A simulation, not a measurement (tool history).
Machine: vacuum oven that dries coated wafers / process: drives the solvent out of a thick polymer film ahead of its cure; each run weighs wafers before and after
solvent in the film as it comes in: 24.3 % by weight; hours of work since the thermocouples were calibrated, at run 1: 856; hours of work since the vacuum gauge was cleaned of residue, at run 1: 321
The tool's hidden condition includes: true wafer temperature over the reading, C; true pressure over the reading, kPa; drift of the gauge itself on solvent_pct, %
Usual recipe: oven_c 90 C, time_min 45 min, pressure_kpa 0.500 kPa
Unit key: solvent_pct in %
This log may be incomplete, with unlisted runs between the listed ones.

| run | day | oven_c | time_min | pressure_kpa | hours of work since the thermocouples were calibrated | hours of work since the vacuum gauge was cleaned of residue | solvent_pct |
|---|---|---|---|---|---|---|---|
| 1 | 0.000 | 90 | 45 | 0.500 | 856 | 321 | 2.98 |
| 2 | 1.746 | 90 | 45 | 0.500 | 885 | 351 | 3.01 |
| 3 | 3.083 | 90 | 25 | 0.500 | 908 | 373 | 6.84 |
| 4 | 4.804 | 90 | 25 | 0.500 | 937 | 403 | 6.74 |
| 5 | 6.604 | 90 | 25 | 0.500 | 967 | 433 | 6.72 |
| 6 | 8.408 | 90 | 25 | 0.500 | 998 | 464 | 6.90 |
| 7 | 9.483 | 90 | 25 | 0.500 | 1016 | 482 | 6.71 |
| 8 | 11.000 | 90 | 45 | 0.500 | 1042 | 507 | 3.05 |
| 9 | 12.779 | 90 | 45 | 0.500 | 1072 | 537 | 3.04 |
| 10 | 14.792 | 90 | 45 | 0.500 | 1106 | 572 | 3.01 |
| 11 | 16.608 | 90 | 45 | 0.500 | 1137 | 602 | 3.02 |
| 12 | 18.358 | 90 | 45 | 0.500 | 1166 | 632 | 2.90 |
| 13 | 20.358 | 90 | 77 | 0.609 | 1200 | 666 | 1.03 |
| 14 | 22.000 | 90 | 77 | 0.609 | 1228 | 694 | 0.95 |
| 15 | 23.708 | 90 | 77 | 0.609 | 1257 | 723 | 1.03 |
| 16 | 25.750 | 75 | 39 | 0.293 | 1291 | 757 | 9.18 |

Run 17 comes next. What will it give?
| 17 | 27.346 | 75 | 39 | 0.293 | 1318 | 784 | ? |

Run 17 produced solvent_pct 9.23 %.
The same run, on a tool lacking any hidden state, would have yielded solvent_pct 9.29 %.
